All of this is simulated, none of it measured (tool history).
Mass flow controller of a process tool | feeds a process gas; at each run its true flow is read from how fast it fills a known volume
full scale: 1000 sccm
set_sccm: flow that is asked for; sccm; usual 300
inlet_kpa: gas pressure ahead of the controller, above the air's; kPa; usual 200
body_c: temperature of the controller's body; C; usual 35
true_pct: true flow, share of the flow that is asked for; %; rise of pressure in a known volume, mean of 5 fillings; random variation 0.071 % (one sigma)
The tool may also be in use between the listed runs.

run,hour,set_sccm,inlet_kpa,body_c,true_pct
1,0,300,200,35,100.69
2,184.9,300,200,35,100.67
3,364.9,300,200,35,100.61
4,582.2,300,200,35,100.6
5,742.7,300,200,35,100.67
6,870,300,200,35,100.63
7,989.8,300,200,35,100.72
8,1154.4,300,200,24,100.17
9,1302.6,300,200,24,100.27
10,1496.2,300,200,28,100.57
11,1609.3,300,200,28,100.55
12,1750.3,300,200,28,100.52
13,1876.4,300,200,28,100.54
14,2114.4,300,200,22,100.3
15,2366.1,300,200,22,100.31
# hour 2388.7: controller's zero set anew
16,2600.3,300,200,35,101.34
17,2749.9,300,159,35,101.25
18,2902.6,300,159,35,101.2
19,3078.4,300,200,25,100.88
# hour 3277.3: controller's zero set anew, once more
20,3329.5,300,200,25,99.06
21,3499.3,300,200,35,99.58
22,3664.9,300,200,35,99.49
23,3799.8,300,200,35,99.6
24,3987.3,300,200,35,99.6
25,4201.9,113,146,37,99.96
26,4449.5,268,146,37,99.66
27,4571.6,224,151,31,99.3
28,4730.1,807,269,32,100
29,4842.6,807,269,32,100.08
30,5034.9,807,269,32,100.01
31,5285.9,322,151,32,99.37
32,5464.1,300,141,35,99.48
33,5658,300,141,21,98.89
34,5831.1,300,141,21,99.2
35,6021.3,567,160,25,99.14
36,6175.8,300,163,35,99.82
37,6369.4,672,163,28,99.34
38,6569.5,309,262,32,100.2
39,6784.3,309,262,32,100.29
40,6996.6,168,181,36,100.94
41,7116.9,816,200,35,99.92

The next listed run, before its measurement:
42,7343.8,926,252,25,?

{"run 42": {"true_pct": 99.72}}
Without the tool's hidden state the same run would have given true_pct 100.31 %.

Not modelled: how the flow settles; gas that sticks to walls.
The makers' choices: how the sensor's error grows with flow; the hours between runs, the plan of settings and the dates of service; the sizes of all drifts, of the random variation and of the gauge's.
